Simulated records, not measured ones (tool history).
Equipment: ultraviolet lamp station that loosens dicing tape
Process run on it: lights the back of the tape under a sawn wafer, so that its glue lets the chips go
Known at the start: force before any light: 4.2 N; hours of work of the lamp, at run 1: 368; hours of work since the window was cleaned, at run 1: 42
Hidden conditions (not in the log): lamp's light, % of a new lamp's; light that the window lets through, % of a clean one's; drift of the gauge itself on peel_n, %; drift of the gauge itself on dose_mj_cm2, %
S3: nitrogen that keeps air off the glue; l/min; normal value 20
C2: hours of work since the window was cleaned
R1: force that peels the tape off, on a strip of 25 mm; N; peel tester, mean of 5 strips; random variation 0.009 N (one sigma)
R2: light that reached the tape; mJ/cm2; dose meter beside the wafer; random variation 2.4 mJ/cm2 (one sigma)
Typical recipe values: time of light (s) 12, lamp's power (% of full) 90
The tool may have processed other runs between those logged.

run 1 hour=0.0 | time_of_light_(s)=12 lamp's_power_(%_of_full)=90 S3=20 | hours_of_work_of_the_lamp=368 C2=42 | R1=0.454 R2=243
run 2 hour=50.0 | time_of_light_(s)=12 lamp's_power_(%_of_full)=90 S3=20 | hours_of_work_of_the_lamp=398 C2=73 | R1=0.481 R2=239
run 3 hour=79.9 | time_of_light_(s)=12 lamp's_power_(%_of_full)=90 S3=20 | hours_of_work_of_the_lamp=416 C2=91 | R1=0.508 R2=235
run 4 hour=140.3 | time_of_light_(s)=12 lamp's_power_(%_of_full)=90 S3=20 | hours_of_work_of_the_lamp=453 C2=127 | R1=0.516 R2=229
run 5 hour=168.2 | time_of_light_(s)=12 lamp's_power_(%_of_full)=90 S3=20 | hours_of_work_of_the_lamp=470 C2=144 | R1=0.510 R2=229
run 6 hour=232.7 | time_of_light_(s)=12 lamp's_power_(%_of_full)=90 S3=20 | hours_of_work_of_the_lamp=509 C2=183 | R1=0.537 R2=217
-- hour=288.0 window cleaned of glue's vapour
run 7 hour=289.0 | time_of_light_(s)=12 lamp's_power_(%_of_full)=90 S3=20 | hours_of_work_of_the_lamp=542 C2=1 | R1=0.500 R2=230
run 8 hour=348.6 | time_of_light_(s)=12 lamp's_power_(%_of_full)=90 S3=20 | hours_of_work_of_the_lamp=578 C2=37 | R1=0.528 R2=226
run 9 hour=408.5 | time_of_light_(s)=12 lamp's_power_(%_of_full)=90 S3=20 | hours_of_work_of_the_lamp=614 C2=73 | R1=0.529 R2=220
run 10 hour=467.1 | time_of_light_(s)=12 lamp's_power_(%_of_full)=90 S3=20 | hours_of_work_of_the_lamp=650 C2=108 | R1=0.544 R2=216

Hidden state or all else? Some run-to-run changes of R1, split into what the settings, what came in and random variation would give without the hidden state, and what is left for the hidden state (with any gauge scatter that isn't in both results):
Run 6 -> 7: window cleaned of glue's vapour. R1 -0.037 N: hidden state -0.039, all else +0.002.
